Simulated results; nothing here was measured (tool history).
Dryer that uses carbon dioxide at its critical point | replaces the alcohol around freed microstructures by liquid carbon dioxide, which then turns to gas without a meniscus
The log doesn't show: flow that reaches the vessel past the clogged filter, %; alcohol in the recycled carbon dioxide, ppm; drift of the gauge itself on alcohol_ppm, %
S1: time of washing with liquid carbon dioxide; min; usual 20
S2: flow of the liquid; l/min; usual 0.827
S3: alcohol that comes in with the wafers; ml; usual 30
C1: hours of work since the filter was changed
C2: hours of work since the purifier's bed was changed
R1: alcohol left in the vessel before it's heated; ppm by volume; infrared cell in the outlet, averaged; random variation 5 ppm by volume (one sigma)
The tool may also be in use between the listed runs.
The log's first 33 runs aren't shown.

run,hour,S1,S2,S3,C1,C2,R1
34,1219.1,23,1.188,65,11,152,19
35,1250,15,1.097,41,25,166,61
36,1270.8,15,1.097,41,35,176,60
37,1306.8,15,1.097,41,52,193,63
38,1355.4,21,1.097,99,75,216,34
39,1377.9,23,0.666,75,85,226,158
40,1404.1,23,0.666,75,97,238,156
41,1446.5,23,0.666,75,117,258,162
42,1478.4,19,0.666,56,132,273,325

Run 43 comes next. What will it give?
43,1525.2,31,0.827,114,154,295,?

Run 43 gave R1 53 ppm by volume.
Without the tool's hidden state the same run would have given R1 23 ppm by volume.
